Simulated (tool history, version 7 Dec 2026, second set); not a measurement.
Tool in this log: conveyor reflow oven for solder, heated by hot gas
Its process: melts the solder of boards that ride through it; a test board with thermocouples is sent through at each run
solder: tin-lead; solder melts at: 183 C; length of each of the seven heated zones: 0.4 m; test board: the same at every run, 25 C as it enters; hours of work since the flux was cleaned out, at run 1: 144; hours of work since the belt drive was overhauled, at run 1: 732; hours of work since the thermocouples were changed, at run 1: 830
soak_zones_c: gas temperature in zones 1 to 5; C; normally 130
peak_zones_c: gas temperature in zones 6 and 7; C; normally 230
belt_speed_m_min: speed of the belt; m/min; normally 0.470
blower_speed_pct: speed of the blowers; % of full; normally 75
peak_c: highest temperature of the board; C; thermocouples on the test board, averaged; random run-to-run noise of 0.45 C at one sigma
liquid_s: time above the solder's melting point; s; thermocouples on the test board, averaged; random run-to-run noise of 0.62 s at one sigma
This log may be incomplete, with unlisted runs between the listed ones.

| run | hour | soak_zones_c | peak_zones_c | belt_speed_m_min | blower_speed_pct | hours of work since the flux was cleaned out | hours of work since the belt drive was overhauled | hours of work since the thermocouples were changed | peak_c | liquid_s |
|---|---|---|---|---|---|---|---|---|---|---|
| 1 | 0.0 | 130 | 230 | 0.470 | 75 | 144 | 732 | 830 | 207.9 | 61.0 |
| 2 | 42.3 | 130 | 230 | 0.470 | 75 | 176 | 764 | 862 | 208.7 | 60.5 |
| 3 | 110.2 | 130 | 230 | 0.470 | 75 | 228 | 816 | 914 | 207.3 | 60.6 |
| 4 | 175.9 | 130 | 225 | 0.470 | 75 | 278 | 865 | 964 | 204.6 | 55.1 |
| 5 | 256.3 | 130 | 225 | 0.470 | 75 | 338 | 926 | 1024 | 204.1 | 54.2 |
| 6 | 319.9 | 130 | 230 | 0.470 | 75 | 387 | 974 | 1073 | 208.1 | 61.2 |
| 7 | 402.5 | 130 | 230 | 0.470 | 75 | 449 | 1037 | 1135 | 208.3 | 61.2 |
|  | 425.7 | flux residue cleaned out of gas plates and filters |
| 8 | 492.1 | 130 | 230 | 0.470 | 75 | 50 | 1101 | 1199 | 207.7 | 61.9 |
|  | 581.7 | thermocouples of zones 6 and 7 changed |
| 9 | 581.7 | 130 | 230 | 0.470 | 75 | 117 | 1167 | 0 | 208.4 | 60.1 |
| 10 | 652.0 | 130 | 230 | 0.470 | 75 | 170 | 1220 | 53 | 208.3 | 60.9 |
| 11 | 745.4 | 130 | 229 | 0.470 | 75 | 240 | 1291 | 124 | 208.1 | 59.4 |
| 12 | 823.3 | 130 | 229 | 0.470 | 75 | 299 | 1350 | 183 | 207.6 | 59.8 |
|  | 850.5 | belt drive overhauled, speed set with a stopwatch |
| 13 | 924.1 | 137 | 224 | 0.514 | 67 | 373 | 56 | 256 | 199.9 | 45.0 |
| 14 | 994.4 | 130 | 230 | 0.533 | 75 | 426 | 109 | 309 | 204.2 | 45.5 |
|  | 1045.8 | flux residue cleaned out of gas plates and filters |
| 15 | 1071.5 | 134 | 227 | 0.533 | 55 | 19 | 163 | 364 | 195.6 | 34.1 |
| 16 | 1159.5 | 135 | 227 | 0.533 | 74 | 86 | 230 | 430 | 202.7 | 46.4 |
| 17 | 1254.9 | 117 | 227 | 0.533 | 74 | 158 | 302 | 503 | 197.5 | 32.2 |
| 18 | 1311.2 | 125 | 218 | 0.470 | 81 | 201 | 345 | 545 | 198.7 | 43.1 |
| 19 | 1367.1 | 125 | 218 | 0.470 | 81 | 243 | 387 | 588 | 198.7 | 43.7 |
| 20 | 1408.8 | 125 | 218 | 0.556 | 70 | 275 | 419 | 619 | 189.2 | 16.3 |
| 21 | 1466.2 | 131 | 235 | 0.413 | 79 | 318 | 462 | 663 | 218.1 | 84.1 |
| 22 | 1547.9 | 123 | 230 | 0.470 | 75 | 380 | 524 | 724 | 206.0 | 56.1 |
| 23 | 1594.0 | 141 | 230 | 0.470 | 75 | 415 | 559 | 759 | 210.4 | 69.1 |
| 24 | 1637.5 | 141 | 230 | 0.470 | 75 | 448 | 592 | 792 | 210.7 | 68.6 |

Forecast each of these 5 alternatives for the next run:
|  | 1663.9 | flux residue cleaned out of gas plates and filters |
| A | 1688.5 | 124 | 230 | 0.470 | 75 | 19 | 627 | 827 | ? | ? |
|  | 1663.9 | flux residue cleaned out of gas plates and filters |
| B | 1688.5 | 130 | 238 | 0.537 | 75 | 19 | 627 | 827 | ? | ? |
|  | 1663.9 | flux residue cleaned out of gas plates and filters |
| C | 1688.5 | 132 | 230 | 0.504 | 59 | 19 | 627 | 827 | ? | ? |
|  | 1663.9 | flux residue cleaned out of gas plates and filters |
| D | 1688.5 | 133 | 230 | 0.441 | 61 | 19 | 627 | 827 | ? | ? |
|  | 1663.9 | flux residue cleaned out of gas plates and filters |
| E | 1688.5 | 119 | 230 | 0.488 | 75 | 19 | 627 | 827 | ? | ? |

| run | peak_c | liquid_s |
|---|---|---|
| A | 206.5 | 57.2 |
| B | 209.9 | 52.2 |
| C | 201.6 | 45.2 |
| D | 208.1 | 66.2 |
| E | 204.3 | 50.1 |
With no hidden state in the tool, these same runs would have given:
| run | peak_c | liquid_s |
|---|---|---|
| A | 206.6 | 57.3 |
| B | 210.0 | 52.2 |
| C | 201.7 | 45.3 |
| D | 208.1 | 66.2 |
| E | 204.4 | 50.2 |
